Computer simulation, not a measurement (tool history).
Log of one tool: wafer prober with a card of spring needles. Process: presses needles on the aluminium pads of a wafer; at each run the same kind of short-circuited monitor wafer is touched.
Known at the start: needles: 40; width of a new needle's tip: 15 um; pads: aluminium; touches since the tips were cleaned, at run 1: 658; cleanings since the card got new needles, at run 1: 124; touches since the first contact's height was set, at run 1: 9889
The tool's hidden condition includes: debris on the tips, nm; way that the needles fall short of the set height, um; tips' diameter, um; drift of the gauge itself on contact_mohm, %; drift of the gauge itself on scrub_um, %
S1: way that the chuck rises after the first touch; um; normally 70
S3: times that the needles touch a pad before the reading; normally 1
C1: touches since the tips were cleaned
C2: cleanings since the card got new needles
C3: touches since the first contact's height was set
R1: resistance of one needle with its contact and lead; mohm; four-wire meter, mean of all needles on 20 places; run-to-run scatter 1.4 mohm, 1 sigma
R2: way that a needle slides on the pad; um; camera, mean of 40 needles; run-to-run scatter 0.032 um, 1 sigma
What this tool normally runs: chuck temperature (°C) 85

run 1 hour=0.0 | S1=70 chuck_temperature_(°C)=85 S3=1 | C1=658 C2=124 C3=9889 | R1=130 R2=9.98
-- hour=10.4 tips cleaned on abrasive film
-- hour=23.4 tips cleaned on abrasive film
-- hour=33.8 tips cleaned on abrasive film
-- hour=46.9 tips cleaned on abrasive film
-- hour=57.3 tips cleaned on abrasive film
-- hour=70.3 tips cleaned on abrasive film
run 2 hour=79.5 | S1=70 chuck_temperature_(°C)=85 S3=1 | C1=2734 C2=130 C3=33392 | R1=145 R2=9.90
-- hour=82.1 tips cleaned on abrasive film
-- hour=95.1 tips cleaned on abrasive film
-- hour=105.6 tips cleaned on abrasive film
-- hour=116.0 tips cleaned on abrasive film
-- hour=126.4 tips cleaned on abrasive film
-- hour=139.4 tips cleaned on abrasive film
run 3 hour=141.3 | S1=70 chuck_temperature_(°C)=85 S3=1 | C1=556 C2=136 C3=51641 | R1=127 R2=9.89
-- hour=151.7 tips cleaned on abrasive film
-- hour=164.7 tips cleaned on abrasive film
-- hour=175.1 tips cleaned on abrasive film
-- hour=185.5 tips cleaned on abrasive film
-- hour=196.0 tips cleaned on abrasive film
-- hour=209.0 tips cleaned on abrasive film
run 4 hour=213.3 | S1=70 chuck_temperature_(°C)=85 S3=1 | C1=1280 C2=142 C3=72921 | R1=135 R2=9.83
-- hour=221.1 tips cleaned on abrasive film
-- hour=231.5 tips cleaned on abrasive film
-- hour=242.0 tips cleaned on abrasive film
-- hour=255.0 tips cleaned on abrasive film
-- hour=265.4 tips cleaned on abrasive film
-- hour=275.8 tips cleaned on abrasive film
run 5 hour=280.3 | S1=70 chuck_temperature_(°C)=85 S3=1 | C1=1342 C2=148 C3=92725 | R1=135 R2=9.81
-- hour=288.1 tips cleaned on abrasive film
-- hour=298.6 tips cleaned on abrasive film
-- hour=306.6 height of the first contact set anew
-- hour=311.9 tips cleaned on abrasive film
run 6 hour=317.4 | S1=70 chuck_temperature_(°C)=85 S3=1 | C1=1638 C2=151 C3=3176 | R1=142 R2=10.00
-- hour=322.6 tips cleaned on abrasive film
-- hour=335.6 tips cleaned on abrasive film
-- hour=348.6 tips cleaned on abrasive film
-- hour=361.7 tips cleaned on abrasive film
-- hour=372.1 tips cleaned on abrasive film
-- hour=382.5 tips cleaned on abrasive film
run 7 hour=390.7 | S1=70 chuck_temperature_(°C)=85 S3=1 | C1=2447 C2=157 C3=24857 | R1=146 R2=9.96
-- hour=393.4 tips cleaned on abrasive film
-- hour=403.8 tips cleaned on abrasive film
-- hour=414.2 tips cleaned on abrasive film
-- hour=427.2 tips cleaned on abrasive film
-- hour=440.2 tips cleaned on abrasive film
-- hour=450.7 tips cleaned on abrasive film
run 8 hour=459.5 | S1=70 chuck_temperature_(°C)=85 S3=2 | C1=2632 C2=163 C3=45182 | R1=138 R2=9.92
-- hour=462.2 tips cleaned on abrasive film
-- hour=472.6 tips cleaned on abrasive film
-- hour=485.6 tips cleaned on abrasive film
-- hour=498.6 tips cleaned on abrasive film
-- hour=511.6 tips cleaned on abrasive film
-- hour=522.0 tips cleaned on abrasive film
run 9 hour=531.1 | S1=70 chuck_temperature_(°C)=85 S3=2 | C1=2700 C2=169 C3=66343 | R1=139 R2=9.89
-- hour=533.8 tips cleaned on abrasive film
-- hour=544.2 tips cleaned on abrasive film
-- hour=557.2 tips cleaned on abrasive film
-- hour=567.6 tips cleaned on abrasive film
-- hour=578.0 tips cleaned on abrasive film
-- hour=588.5 tips cleaned on abrasive film
-- hour=598.9 tips cleaned on abrasive film
-- hour=609.7 tips cleaned on abrasive film
run 10 hour=609.7 | S1=70 chuck_temperature_(°C)=85 S3=2 | C1=0 C2=177 C3=89537 | R1=117 R2=9.77
-- hour=620.1 tips cleaned on abrasive film
-- hour=630.6 tips cleaned on abrasive film
-- hour=641.0 tips cleaned on abrasive film
-- hour=649.0 height of the first contact set anew
-- hour=651.7 tips cleaned on abrasive film
-- hour=662.1 tips cleaned on abrasive film
-- hour=672.5 tips cleaned on abrasive film
run 11 hour=677.7 | S1=70 chuck_temperature_(°C)=85 S3=2 | C1=1524 C2=183 C3=8448 | R1=129 R2=10.02
-- hour=685.5 tips cleaned on abrasive film
-- hour=698.5 tips cleaned on abrasive film
-- hour=711.5 tips cleaned on abrasive film
-- hour=722.3 tips cleaned on abrasive film
run 12 hour=722.3 | S1=70 chuck_temperature_(°C)=85 S3=2 | C1=0 C2=187 C3=21646 | R1=118 R2=9.95
-- hour=732.8 tips cleaned on abrasive film
-- hour=743.2 tips cleaned on abrasive film
-- hour=753.6 tips cleaned on abrasive film
-- hour=764.0 tips cleaned on abrasive film
-- hour=774.5 tips cleaned on abrasive film
-- hour=784.9 tips cleaned on abrasive film
-- hour=795.3 tips cleaned on abrasive film
run 13 hour=800.4 | S1=68 chuck_temperature_(°C)=49 S3=1 | C1=1523 C2=194 C3=44708 | R1=135 R2=9.57
-- hour=808.3 tips cleaned on abrasive film
-- hour=818.7 tips cleaned on abrasive film
-- hour=829.1 tips cleaned on abrasive film
-- hour=842.1 tips cleaned on abrasive film
-- hour=852.5 tips cleaned on abrasive film
-- hour=862.9 tips cleaned on abrasive film
run 14 hour=871.8 | S1=70 chuck_temperature_(°C)=65 S3=1 | C1=2640 C2=200 C3=65811 | R1=148 R2=9.88
-- hour=874.5 tips cleaned on abrasive film
-- hour=884.9 tips cleaned on abrasive film
-- hour=895.3 tips cleaned on abrasive film
-- hour=905.8 tips cleaned on abrasive film
run 15 hour=908.2 | S1=83 chuck_temperature_(°C)=94 S3=3 | C1=732 C2=204 C3=76542 | R1=119 R2=11.67
-- hour=918.6 tips cleaned on abrasive film
-- hour=929.1 tips cleaned on abrasive film
-- hour=942.1 tips cleaned on abrasive film
run 16 hour=948.0 | S1=64 chuck_temperature_(°C)=47 S3=2 | C1=1770 C2=207 C3=88313 | R1=130 R2=8.94
-- hour=953.3 tips cleaned on abrasive film
-- hour=966.3 tips cleaned on abrasive film
-- hour=979.3 tips cleaned on abrasive film
-- hour=989.9 height of the first contact set anew
-- hour=992.6 tips cleaned on abrasive film
-- hour=1003.0 tips cleaned on abrasive film
run 17 hour=1011.9 | S1=64 chuck_temperature_(°C)=47 S3=2 | C1=2656 C2=212 C3=6503 | R1=136 R2=9.18
-- hour=1014.6 tips cleaned on abrasive film
-- hour=1027.6 tips cleaned on abrasive film
-- hour=1040.6 tips cleaned on abrasive film
-- hour=1051.0 tips cleaned on abrasive film
run 18 hour=1052.5 | S1=64 chuck_temperature_(°C)=36 S3=2 | C1=429 C2=216 C3=18472 | R1=116 R2=9.17
-- hour=1062.9 tips cleaned on abrasive film
-- hour=1075.9 tips cleaned on abrasive film
-- hour=1086.3 tips cleaned on abrasive film
run 19 hour=1088.7 | S1=64 chuck_temperature_(°C)=30 S3=2 | C1=713 C2=219 C3=29186 | R1=120 R2=9.10
-- hour=1099.1 tips cleaned on abrasive film
-- hour=1109.5 tips cleaned on abrasive film
-- hour=1122.5 tips cleaned on abrasive film
-- hour=1135.6 tips cleaned on abrasive film
-- hour=1148.6 tips cleaned on abrasive film
-- hour=1161.6 tips cleaned on abrasive film
run 20 hour=1170.4 | S1=60 chuck_temperature_(°C)=93 S3=1 | C1=2649 C2=225 C3=53373 | R1=167 R2=8.50

Run 21, settings as shown, results not yet in. Your forecast:
-- hour=1173.1 tips cleaned on abrasive film
-- hour=1183.5 tips cleaned on abrasive film
-- hour=1194.0 tips cleaned on abrasive film
-- hour=1204.4 tips cleaned on abrasive film
-- hour=1217.4 tips cleaned on abrasive film
-- hour=1230.4 tips cleaned on abrasive film
-- hour=1240.8 tips cleaned on abrasive film
run 21 hour=1242.8 | S1=58 chuck_temperature_(°C)=37 S3=2 | C1=599 C2=232 C3=74741 | R1=? R2=?

For run 21 the tool returned R1 125 mohm, R2 8.12 um.
Without the tool's hidden state the same run would have given R1 109 mohm, R2 8.30 um.
